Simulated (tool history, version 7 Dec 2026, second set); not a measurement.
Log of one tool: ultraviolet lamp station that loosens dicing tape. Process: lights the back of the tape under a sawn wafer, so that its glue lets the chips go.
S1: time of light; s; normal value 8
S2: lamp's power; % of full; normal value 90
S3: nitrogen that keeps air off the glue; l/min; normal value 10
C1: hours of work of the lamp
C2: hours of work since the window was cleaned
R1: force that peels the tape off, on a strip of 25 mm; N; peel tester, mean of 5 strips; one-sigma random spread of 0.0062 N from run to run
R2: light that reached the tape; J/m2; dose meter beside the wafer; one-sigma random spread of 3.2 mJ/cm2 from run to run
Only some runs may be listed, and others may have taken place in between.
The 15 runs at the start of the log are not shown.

{"run": 16, "hour": 232.0, "S1": 8, "S2": 96, "S3": 9, "C1": 454, "C2": 41, "R1": 0.279, "R2": 4430}
{"hour": 242.3, "done": "window cleaned of glue's vapour, once more"}
{"run": 17, "hour": 248.1, "S1": 8, "S2": 96, "S3": 9, "C1": 461, "C2": 3, "R1": 0.218, "R2": 4800}
{"run": 18, "hour": 268.7, "S1": 8, "S2": 96, "S3": 9, "C1": 471, "C2": 12, "R1": 0.227, "R2": 4680}
{"run": 19, "hour": 287.6, "S1": 8, "S2": 79, "S3": 6, "C1": 480, "C2": 21, "R1": 0.556, "R2": 3890}
{"run": 20, "hour": 306.8, "S1": 8, "S2": 79, "S3": 6, "C1": 488, "C2": 30, "R1": 0.537, "R2": 3860}
{"run": 21, "hour": 318.0, "S1": 8, "S2": 89, "S3": 4, "C1": 494, "C2": 35, "R1": 0.553, "R2": 4360}
{"run": 22, "hour": 331.1, "S1": 8, "S2": 89, "S3": 4, "C1": 500, "C2": 41, "R1": 0.54, "R2": 4310}
{"run": 23, "hour": 342.9, "S1": 8, "S2": 72, "S3": 4, "C1": 505, "C2": 46, "R1": 0.854, "R2": 3480}
{"run": 24, "hour": 362.1, "S1": 8, "S2": 72, "S3": 4, "C1": 514, "C2": 55, "R1": 0.922, "R2": 3470}
{"run": 25, "hour": 375.9, "S1": 8, "S2": 72, "S3": 4, "C1": 520, "C2": 62, "R1": 0.935, "R2": 3460}
{"run": 26, "hour": 390.6, "S1": 7, "S2": 75, "S3": 10, "C1": 527, "C2": 68, "R1": 0.6, "R2": 3120}
{"run": 27, "hour": 402.5, "S1": 8, "S2": 90, "S3": 10, "C1": 533, "C2": 74, "R1": 0.275, "R2": 4280}
{"run": 28, "hour": 417.0, "S1": 8, "S2": 61, "S3": 19, "C1": 539, "C2": 81, "R1": 0.54, "R2": 2910}
{"run": 29, "hour": 433.9, "S1": 10, "S2": 86, "S3": 16, "C1": 547, "C2": 88, "R1": 0.127, "R2": 5100}
{"run": 30, "hour": 444.9, "S1": 7, "S2": 68, "S3": 6, "C1": 552, "C2": 93, "R1": 1.069, "R2": 2790}
{"run": 31, "hour": 465.6, "S1": 12, "S2": 90, "S3": 10, "C1": 562, "C2": 103, "R1": 0.104, "R2": 6360}

What if the next run were any one of these 5? Each begins from the tool's condition after run 31:
{"run": "A", "hour": 486.2, "S1": 12, "S2": 73, "S3": 6, "C1": 571, "C2": 112, "R1": "?", "R2": "?"}
{"run": "B", "hour": 486.2, "S1": 12, "S2": 100, "S3": 11, "C1": 571, "C2": 112, "R1": "?", "R2": "?"}
{"run": "C", "hour": 486.2, "S1": 11, "S2": 64, "S3": 5, "C1": 571, "C2": 112, "R1": "?", "R2": "?"}
{"run": "D", "hour": 486.2, "S1": 8, "S2": 64, "S3": 3, "C1": 571, "C2": 112, "R1": "?", "R2": "?"}
{"run": "E", "hour": 486.2, "S1": 8, "S2": 90, "S3": 7, "C1": 571, "C2": 112, "R1": "?", "R2": "?"}

run=A R1=0.262 R2=5140
run=B R1=0.07 R2=7050
run=C R1=0.523 R2=4190
run=D R1=1.468 R2=3020
run=E R1=0.371 R2=4250
Take away the tool's hidden state, keep each run's random variation, and the runs would have read:
run=A R1=0.171 R2=6000
run=B R1=0.058 R2=8220
run=C R1=0.349 R2=4880
run=D R1=1.114 R2=3520
run=E R1=0.242 R2=4950
